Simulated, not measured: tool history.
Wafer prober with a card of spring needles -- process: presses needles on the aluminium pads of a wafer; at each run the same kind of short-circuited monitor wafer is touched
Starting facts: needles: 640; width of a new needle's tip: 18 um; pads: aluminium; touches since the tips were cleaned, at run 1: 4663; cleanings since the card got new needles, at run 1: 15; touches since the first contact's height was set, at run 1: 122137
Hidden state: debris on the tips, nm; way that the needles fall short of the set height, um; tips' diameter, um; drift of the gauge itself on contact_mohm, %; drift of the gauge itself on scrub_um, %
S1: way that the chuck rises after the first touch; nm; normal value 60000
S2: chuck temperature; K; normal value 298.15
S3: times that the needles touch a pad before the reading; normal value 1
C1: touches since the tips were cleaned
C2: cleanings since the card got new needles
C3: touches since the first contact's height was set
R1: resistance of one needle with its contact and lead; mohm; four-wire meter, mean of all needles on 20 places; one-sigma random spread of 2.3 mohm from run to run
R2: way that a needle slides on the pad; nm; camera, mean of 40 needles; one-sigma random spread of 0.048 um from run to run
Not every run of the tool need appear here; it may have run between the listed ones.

run	hour	S1	S2	S3	C1	C2	C3	R1	R2
1	0	60000	298.15	1	4663	15	122137	259	9320
# hour 13.7: tips cleaned on abrasive film
# hour 49.6: tips cleaned on abrasive film
2	75.1	60000	298.15	1	4847	17	136335	252	9480
# hour 84.9: tips cleaned on abrasive film
# hour 95.4: height of the first contact set anew
3	116	60000	298.15	1	5831	18	3893	254	9370
# hour 122.8: tips cleaned on abrasive film
# hour 158.6: tips cleaned on abrasive film
4	161.5	69000	298.15	1	547	20	12487	251	10840
# hour 195.4: tips cleaned on abrasive film
5	207.5	69000	298.15	1	2287	21	21179	251	10830
# hour 234.9: tips cleaned on abrasive film
6	246.9	69000	298.15	1	2276	22	28615	254	10950
# hour 272.1: tips cleaned on abrasive film
7	294.9	60000	316.15	1	4312	23	37694	263	9520
# hour 311.1: tips cleaned on abrasive film
# hour 351: tips cleaned on abrasive film
8	353.5	72000	316.15	1	484	25	48760	257	11340
# hour 386.7: tips cleaned on abrasive film
# hour 423.6: tips cleaned on abrasive film
9	429.5	59000	380.15	1	1109	27	63110	281	9380
# hour 462.1: tips cleaned on abrasive film
10	481.5	59000	380.15	1	3678	28	72949	277	9330
# hour 496.7: tips cleaned on abrasive film
11	520.5	53000	380.15	1	4494	29	80314	284	8390

How would selected steps in R2 from run to run divide? Give the signed amount a tool lacking its hidden state would still show from settings, what came in and random variation, and the signed amount left for the hidden state, including any gauge scatter that is not in both of the compared results.
Run 7 -> 8: S1 60000 -> 72000, tips cleaned on abrasive film, tips cleaned on abrasive film. R2 +1820 nm: hidden state +40, all else +1780.
Run 8 -> 9: S1 72000 -> 59000, S2 316.15 -> 380.15, tips cleaned on abrasive film, tips cleaned on abrasive film. R2 -1960 nm: hidden state +0, all else -1960.
